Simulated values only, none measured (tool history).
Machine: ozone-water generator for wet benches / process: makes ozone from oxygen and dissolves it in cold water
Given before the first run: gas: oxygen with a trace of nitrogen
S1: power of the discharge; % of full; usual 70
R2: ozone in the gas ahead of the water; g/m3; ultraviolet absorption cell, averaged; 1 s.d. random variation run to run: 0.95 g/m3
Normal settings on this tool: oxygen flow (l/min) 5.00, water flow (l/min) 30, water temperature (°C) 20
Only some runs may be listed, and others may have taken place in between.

run 1 hour=0.0 | S1=70 oxygen_flow_(l/min)=5.00 water_flow_(l/min)=30 water_temperature_(°C)=20 | dissolved_ozone_(ppm)=10.7 R2=144.9
run 2 hour=94.7 | S1=70 oxygen_flow_(l/min)=5.00 water_flow_(l/min)=30 water_temperature_(°C)=13 | dissolved_ozone_(ppm)=11.4 R2=144.3
run 3 hour=221.3 | S1=70 oxygen_flow_(l/min)=5.00 water_flow_(l/min)=30 water_temperature_(°C)=19 | dissolved_ozone_(ppm)=10.6 R2=144.0
run 4 hour=328.5 | S1=48 oxygen_flow_(l/min)=5.00 water_flow_(l/min)=30 water_temperature_(°C)=20 | dissolved_ozone_(ppm)=8.5 R2=112.7
run 5 hour=404.0 | S1=48 oxygen_flow_(l/min)=5.00 water_flow_(l/min)=30 water_temperature_(°C)=20 | dissolved_ozone_(ppm)=8.4 R2=111.4
run 6 hour=547.4 | S1=48 oxygen_flow_(l/min)=5.00 water_flow_(l/min)=30 water_temperature_(°C)=21 | dissolved_ozone_(ppm)=8.4 R2=112.0
run 7 hour=692.1 | S1=70 oxygen_flow_(l/min)=5.00 water_flow_(l/min)=43 water_temperature_(°C)=20 | dissolved_ozone_(ppm)=7.6 R2=141.8
run 8 hour=844.6 | S1=73 oxygen_flow_(l/min)=5.00 water_flow_(l/min)=43 water_temperature_(°C)=20 | dissolved_ozone_(ppm)=7.7 R2=145.0
run 9 hour=977.8 | S1=70 oxygen_flow_(l/min)=5.00 water_flow_(l/min)=30 water_temperature_(°C)=20 | dissolved_ozone_(ppm)=10.3 R2=141.1
run 10 hour=1080.9 | S1=79 oxygen_flow_(l/min)=5.00 water_flow_(l/min)=30 water_temperature_(°C)=20 | dissolved_ozone_(ppm)=11.2 R2=150.9
run 11 hour=1151.4 | S1=79 oxygen_flow_(l/min)=5.00 water_flow_(l/min)=30 water_temperature_(°C)=20 | dissolved_ozone_(ppm)=11.2 R2=151.5
-- hour=1212.3 contactor cleaned
run 12 hour=1229.0 | S1=79 oxygen_flow_(l/min)=5.00 water_flow_(l/min)=30 water_temperature_(°C)=20 | dissolved_ozone_(ppm)=11.2 R2=148.8
run 13 hour=1364.1 | S1=79 oxygen_flow_(l/min)=5.00 water_flow_(l/min)=30 water_temperature_(°C)=20 | dissolved_ozone_(ppm)=10.9 R2=148.0
run 14 hour=1478.2 | S1=79 oxygen_flow_(l/min)=5.00 water_flow_(l/min)=30 water_temperature_(°C)=20 | dissolved_ozone_(ppm)=11.0 R2=148.1
run 15 hour=1607.5 | S1=84 oxygen_flow_(l/min)=8.20 water_flow_(l/min)=28 water_temperature_(°C)=19 | dissolved_ozone_(ppm)=11.8 R2=111.7
-- hour=1769.9 water thermometer calibrated
run 16 hour=1771.6 | S1=84 oxygen_flow_(l/min)=8.20 water_flow_(l/min)=28 water_temperature_(°C)=19 | dissolved_ozone_(ppm)=11.7 R2=110.0
run 17 hour=1847.9 | S1=84 oxygen_flow_(l/min)=3.90 water_flow_(l/min)=24 water_temperature_(°C)=12 | dissolved_ozone_(ppm)=15.1 R2=178.0
run 18 hour=1991.3 | S1=40 oxygen_flow_(l/min)=3.24 water_flow_(l/min)=19 water_temperature_(°C)=22 | dissolved_ozone_(ppm)=10.4 R2=129.5
run 19 hour=2070.6 | S1=40 oxygen_flow_(l/min)=3.24 water_flow_(l/min)=19 water_temperature_(°C)=22 | dissolved_ozone_(ppm)=10.3 R2=127.4
run 20 hour=2193.9 | S1=40 oxygen_flow_(l/min)=6.59 water_flow_(l/min)=19 water_temperature_(°C)=24 | dissolved_ozone_(ppm)=9.2 R2=80.6
run 21 hour=2287.5 | S1=40 oxygen_flow_(l/min)=6.59 water_flow_(l/min)=19 water_temperature_(°C)=24 | dissolved_ozone_(ppm)=9.2 R2=80.1

Per-run results on a tool with no hidden state, each run keeping its own random variation:
Hidden state at play: yield of the discharge, % of new electrodes'; contactor's efficiency, % of a clean one's; true water temperature over the reading, C; drift of the gauge itself on ozone_ppm, %; drift of the gauge itself on gas_g_m3, %.
run=1 dissolved_ozone_(ppm)=12.2 R2=161.7
run=2 dissolved_ozone_(ppm)=13.0 R2=161.6
run=3 dissolved_ozone_(ppm)=12.2 R2=161.9
run=4 dissolved_ozone_(ppm)=9.5 R2=123.3
run=5 dissolved_ozone_(ppm)=9.4 R2=122.2
run=6 dissolved_ozone_(ppm)=9.5 R2=123.2
run=7 dissolved_ozone_(ppm)=8.9 R2=161.9
run=8 dissolved_ozone_(ppm)=9.1 R2=166.9
run=9 dissolved_ozone_(ppm)=12.2 R2=162.4
run=10 dissolved_ozone_(ppm)=13.5 R2=176.5
run=11 dissolved_ozone_(ppm)=13.5 R2=177.5
run=12 dissolved_ozone_(ppm)=13.2 R2=174.9
run=13 dissolved_ozone_(ppm)=13.0 R2=174.9
run=14 dissolved_ozone_(ppm)=13.1 R2=175.7
run=15 dissolved_ozone_(ppm)=14.3 R2=133.8
run=16 dissolved_ozone_(ppm)=14.2 R2=132.7
run=17 dissolved_ozone_(ppm)=18.3 R2=215.4
run=18 dissolved_ozone_(ppm)=11.7 R2=144.7
run=19 dissolved_ozone_(ppm)=11.6 R2=142.8
run=20 dissolved_ozone_(ppm)=10.4 R2=90.5
run=21 dissolved_ozone_(ppm)=10.4 R2=90.2

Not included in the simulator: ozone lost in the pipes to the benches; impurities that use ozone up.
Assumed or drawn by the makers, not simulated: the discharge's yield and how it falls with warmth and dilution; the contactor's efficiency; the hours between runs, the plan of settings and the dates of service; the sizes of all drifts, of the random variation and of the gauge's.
